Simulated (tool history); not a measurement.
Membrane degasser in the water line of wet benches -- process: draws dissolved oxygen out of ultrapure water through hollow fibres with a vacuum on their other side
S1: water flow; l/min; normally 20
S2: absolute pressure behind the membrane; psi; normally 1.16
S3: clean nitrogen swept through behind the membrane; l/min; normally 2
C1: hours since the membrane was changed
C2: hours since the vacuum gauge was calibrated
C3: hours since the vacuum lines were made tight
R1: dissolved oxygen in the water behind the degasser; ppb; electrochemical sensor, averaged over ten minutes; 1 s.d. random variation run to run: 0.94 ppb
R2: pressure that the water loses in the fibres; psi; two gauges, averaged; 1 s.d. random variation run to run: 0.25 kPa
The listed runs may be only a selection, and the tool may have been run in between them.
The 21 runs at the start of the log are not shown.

run	hour	S1	S2	S3	C1	C2	C3	R1	R2
22	3670.5	16	1.218	1.79	6972	1238	7548	116.4	8.023
23	3829.3	20	1.16	5.76	7131	1397	7707	56.3	10.079
24	3981.1	29	1.468	0.8	7283	1549	7859	557.6	14.705
25	4138.4	18	1.152	1.16	7440	1706	8016	177.3	9.026
26	4278.6	18	1.152	1.16	7580	1846	8156	178.6	9.107
27	4503.3	31	0.922	4.05	7805	2071	8381	154.3	15.576
28	4658.8	23	2.213	1.44	7960	2226	8536	452.7	11.687
29	4804.5	20	1.374	0.99	8106	2372	8682	293.3	10.202
30	5040.5	13	0.921	2	8342	2608	8918	52.5	6.575
31	5230.8	15	1.16	1.48	8532	2798	9109	121.5	7.609
32	5460.4	22	0.801	1.48	8762	3028	9338	106.8	11.169
33	5608.1	22	0.801	1.48	8910	3176	9486	106.4	11.195

Consider 3 possible next runs. They are alternatives, not a sequence: every one starts from the tool as it was left by run 33. What does each give?
A	5827.4	20	1.16	1.14	9129	3395	9705	?	?
B	5827.4	23	1.893	1.77	9129	3395	9705	?	?
C	5827.4	25	0.801	3.04	9129	3395	9705	?	?

run	R1	R2
A	208.6	10.219
B	320.2	11.706
C	91.1	12.707
The same runs, with their run-to-run variation unchanged, on a tool lacking any hidden condition would have given:
run	R1	R2
A	198.8	9.886
B	307.9	11.32
C	81.2	12.292
